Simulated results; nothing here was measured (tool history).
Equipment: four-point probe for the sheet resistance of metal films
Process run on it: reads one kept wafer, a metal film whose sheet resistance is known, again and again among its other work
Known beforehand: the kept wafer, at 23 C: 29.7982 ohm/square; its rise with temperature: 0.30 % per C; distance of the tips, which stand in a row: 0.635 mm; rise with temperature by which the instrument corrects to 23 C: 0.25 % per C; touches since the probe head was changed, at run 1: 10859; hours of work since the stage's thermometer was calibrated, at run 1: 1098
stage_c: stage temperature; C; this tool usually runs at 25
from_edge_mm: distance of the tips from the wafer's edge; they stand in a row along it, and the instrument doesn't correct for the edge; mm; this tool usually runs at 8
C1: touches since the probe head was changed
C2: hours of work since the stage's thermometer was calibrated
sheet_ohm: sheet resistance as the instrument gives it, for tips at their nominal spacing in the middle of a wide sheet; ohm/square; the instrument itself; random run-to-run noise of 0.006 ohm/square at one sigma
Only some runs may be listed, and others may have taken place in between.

{"run": 1, "day": 0.0, "stage_c": 25, "from_edge_mm": 8, "C1": 10859, "C2": 1098, "sheet_ohm": 29.885844}
{"run": 2, "day": 1.725, "stage_c": 25, "from_edge_mm": 9, "C1": 12040, "C2": 1115, "sheet_ohm": 29.848281}
{"run": 3, "day": 3.092, "stage_c": 25, "from_edge_mm": 8, "C1": 12977, "C2": 1129, "sheet_ohm": 29.877952}
{"run": 4, "day": 4.458, "stage_c": 25, "from_edge_mm": 8, "C1": 13912, "C2": 1143, "sheet_ohm": 29.880066}
{"run": 5, "day": 5.875, "stage_c": 21, "from_edge_mm": 8, "C1": 14882, "C2": 1158, "sheet_ohm": 29.814965}
{"run": 6, "day": 7.354, "stage_c": 21, "from_edge_mm": 8, "C1": 15896, "C2": 1173, "sheet_ohm": 29.791539}
{"run": 7, "day": 9.05, "stage_c": 21, "from_edge_mm": 8, "C1": 17058, "C2": 1190, "sheet_ohm": 29.807262}
{"run": 8, "day": 10.817, "stage_c": 25, "from_edge_mm": 28, "C1": 18268, "C2": 1208, "sheet_ohm": 29.756661}
{"run": 9, "day": 11.962, "stage_c": 20, "from_edge_mm": 8, "C1": 19055, "C2": 1220, "sheet_ohm": 29.784296}
{"run": 10, "day": 13.375, "stage_c": 20, "from_edge_mm": 10, "C1": 20021, "C2": 1234, "sheet_ohm": 29.743824}
{"run": 11, "day": 14.225, "stage_c": 20, "from_edge_mm": 10, "C1": 20603, "C2": 1243, "sheet_ohm": 29.741742}
{"run": 12, "day": 15.092, "stage_c": 20, "from_edge_mm": 10, "C1": 21198, "C2": 1252, "sheet_ohm": 29.743172}
{"run": 13, "day": 16.35, "stage_c": 24, "from_edge_mm": 8, "C1": 22059, "C2": 1264, "sheet_ohm": 29.820312}
{"run": 14, "day": 18.375, "stage_c": 25, "from_edge_mm": 8, "C1": 23446, "C2": 1285, "sheet_ohm": 29.849044}
{"run": 15, "day": 19.479, "stage_c": 25, "from_edge_mm": 8, "C1": 24202, "C2": 1296, "sheet_ohm": 29.839835}
{"run": 16, "day": 20.675, "stage_c": 22, "from_edge_mm": 8, "C1": 25020, "C2": 1308, "sheet_ohm": 29.785761}
{"run": 17, "day": 22.233, "stage_c": 22, "from_edge_mm": 8, "C1": 26088, "C2": 1324, "sheet_ohm": 29.798021}
{"run": 18, "day": 23.667, "stage_c": 22, "from_edge_mm": 8, "C1": 27070, "C2": 1339, "sheet_ohm": 29.78281}
{"run": 19, "day": 25.092, "stage_c": 25, "from_edge_mm": 8, "C1": 28046, "C2": 1353, "sheet_ohm": 29.840364}
{"run": 20, "day": 26.967, "stage_c": 27, "from_edge_mm": 5, "C1": 29330, "C2": 1373, "sheet_ohm": 30.01034}
{"run": 21, "day": 28.825, "stage_c": 26, "from_edge_mm": 41, "C1": 30603, "C2": 1391, "sheet_ohm": 29.747628}
{"run": 22, "day": 30.475, "stage_c": 26, "from_edge_mm": 41, "C1": 31733, "C2": 1408, "sheet_ohm": 29.732821}
{"day": 30.6, "done": "stage's thermometer calibrated"}
{"run": 23, "day": 32.271, "stage_c": 26, "from_edge_mm": 41, "C1": 32950, "C2": 17, "sheet_ohm": 29.73487}
{"run": 24, "day": 33.146, "stage_c": 26, "from_edge_mm": 41, "C1": 33548, "C2": 26, "sheet_ohm": 29.721321}
{"run": 25, "day": 34.154, "stage_c": 27, "from_edge_mm": 46, "C1": 34238, "C2": 36, "sheet_ohm": 29.740984}
{"run": 26, "day": 35.954, "stage_c": 27, "from_edge_mm": 46, "C1": 35473, "C2": 55, "sheet_ohm": 29.735013}
{"run": 27, "day": 36.938, "stage_c": 22, "from_edge_mm": 53, "C1": 36145, "C2": 65, "sheet_ohm": 29.665821}
{"run": 28, "day": 38.729, "stage_c": 22, "from_edge_mm": 53, "C1": 37372, "C2": 83, "sheet_ohm": 29.657881}
{"run": 29, "day": 39.946, "stage_c": 26, "from_edge_mm": 53, "C1": 38207, "C2": 95, "sheet_ohm": 29.712355}
{"day": 40.221, "done": "stage's thermometer calibrated, once more"}
{"run": 30, "day": 41.796, "stage_c": 21, "from_edge_mm": 4, "C1": 39460, "C2": 16, "sheet_ohm": 30.039813}
{"run": 31, "day": 43.829, "stage_c": 25, "from_edge_mm": 3, "C1": 40851, "C2": 37, "sheet_ohm": 30.39474}
{"run": 32, "day": 44.746, "stage_c": 26, "from_edge_mm": 40, "C1": 41481, "C2": 46, "sheet_ohm": 29.709597}
{"run": 33, "day": 46.25, "stage_c": 22, "from_edge_mm": 8, "C1": 42511, "C2": 61, "sheet_ohm": 29.743725}
{"run": 34, "day": 47.592, "stage_c": 28, "from_edge_mm": 3, "C1": 43429, "C2": 75, "sheet_ohm": 30.430589}
{"run": 35, "day": 48.962, "stage_c": 25, "from_edge_mm": 52, "C1": 44367, "C2": 89, "sheet_ohm": 29.680439}
{"run": 36, "day": 50.838, "stage_c": 25, "from_edge_mm": 52, "C1": 45652, "C2": 108, "sheet_ohm": 29.680799}
{"run": 37, "day": 51.879, "stage_c": 32, "from_edge_mm": 47, "C1": 46366, "C2": 119, "sheet_ohm": 29.792359}

Describe how what the log doesn't record of the tool's condition differs between the last listed run preceding each entry between runs and the first listed run following it.
Run 22 -> run 23: stage's thermometer calibrated (day 30.6)
  inner tips' distance over the nominal, %: -0.312 -> -0.322; tips' flats over new ones', %: 26 -> 27; wafer's true temperature over the reading, C: -0.08 -> -0.12
  the result without the hidden state subtracted from the measured one, sheet_ohm: -0.10821 -> -0.114805 ohm/square
Run 29 -> run 30: stage's thermometer calibrated, once more (day 40.221)
  inner tips' distance over the nominal, %: -0.368 -> -0.379; tips' flats over new ones', %: 32 -> 33; wafer's true temperature over the reading, C: -0.13 -> -0.07
  the result without the hidden state subtracted from the measured one, sheet_ohm: -0.130615 -> -0.129513 ohm/square

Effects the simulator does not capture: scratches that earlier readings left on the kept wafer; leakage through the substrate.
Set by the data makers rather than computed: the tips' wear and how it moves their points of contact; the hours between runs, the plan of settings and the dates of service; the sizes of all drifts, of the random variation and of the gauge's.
